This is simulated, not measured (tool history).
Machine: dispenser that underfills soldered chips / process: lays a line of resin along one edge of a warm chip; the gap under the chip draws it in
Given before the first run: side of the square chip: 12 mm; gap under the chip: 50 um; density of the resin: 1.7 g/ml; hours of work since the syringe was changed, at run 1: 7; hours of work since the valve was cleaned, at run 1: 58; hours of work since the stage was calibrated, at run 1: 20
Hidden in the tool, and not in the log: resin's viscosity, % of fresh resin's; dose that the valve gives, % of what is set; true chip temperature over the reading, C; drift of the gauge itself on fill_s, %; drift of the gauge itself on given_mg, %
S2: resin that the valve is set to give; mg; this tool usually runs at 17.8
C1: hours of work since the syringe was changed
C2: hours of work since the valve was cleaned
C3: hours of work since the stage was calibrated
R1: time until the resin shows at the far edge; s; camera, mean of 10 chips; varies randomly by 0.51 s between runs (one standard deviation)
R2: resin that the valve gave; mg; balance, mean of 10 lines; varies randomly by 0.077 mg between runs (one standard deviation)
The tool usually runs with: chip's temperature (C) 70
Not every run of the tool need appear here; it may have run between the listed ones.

Run 1, day 0: usual settings; C1 7; C2 58; C3 20. Result: R1 57.4 s, R2 16.99 mg.
At day 0.162: new syringe of resin.
Run 2, day 0.579: usual settings; C1 7; C2 67; C3 30. Result: R1 59.8 s, R2 16.86 mg.
At day 0.696: new syringe of resin.
Run 3, day 0.921: usual settings; C1 4; C2 73; C3 36. Result: R1 51.3 s, R2 16.8 mg.
At day 1.254: new syringe of resin.
Run 4, day 1.354: usual settings; C1 2; C2 81; C3 43. Result: R1 45.2 s, R2 16.49 mg.
At day 1.779: new syringe of resin.
Run 5, day 1.896: usual settings but chip's temperature (C) 75; C1 2; C2 90; C3 52. Result: R1 38.9 s, R2 16.47 mg.
Run 6, day 2.258: usual settings; C1 8; C2 96; C3 59. Result: R1 63.8 s, R2 16.43 mg.
At day 2.325: new syringe of resin.
At day 2.871: new syringe of resin.
Run 7, day 2.871: usual settings but chip's temperature (C) 77; C1 0; C2 107; C3 69. Result: R1 32.7 s, R2 16.39 mg.
Run 8, day 3.146: usual settings but chip's temperature (C) 77; C1 5; C2 111; C3 74. Result: R1 41.1 s, R2 16.22 mg.
At day 3.429: new syringe of resin.
Run 9, day 3.629: usual settings but chip's temperature (C) 77; C1 3; C2 120; C3 82. Result: R1 39 s, R2 16.16 mg.
At day 3.946: new syringe of resin.
Run 10, day 4.021: usual settings but chip's temperature (C) 77; C1 1; C2 126; C3 89. Result: R1 35.3 s, R2 16.08 mg.
At day 4.158: dispensing valve cleaned and set on the balance.
At day 4.533: new syringe of resin.
Run 11, day 4.583: usual settings but chip's temperature (C) 77; C1 1; C2 7; C3 98. Result: R1 33.8 s, R2 17.52 mg.

The next listed run, before its measurement:
Run 12, day 4.858: usual settings but chip's temperature (C) 77; C1 6; C2 12; C3 102. Result: R1 ?, R2 ?.

R1: 42.1 s
R2: 17.46 mg
The same run, on a tool lacking any hidden state, would have yielded R1 31.4 s, R2 17.72 mg.

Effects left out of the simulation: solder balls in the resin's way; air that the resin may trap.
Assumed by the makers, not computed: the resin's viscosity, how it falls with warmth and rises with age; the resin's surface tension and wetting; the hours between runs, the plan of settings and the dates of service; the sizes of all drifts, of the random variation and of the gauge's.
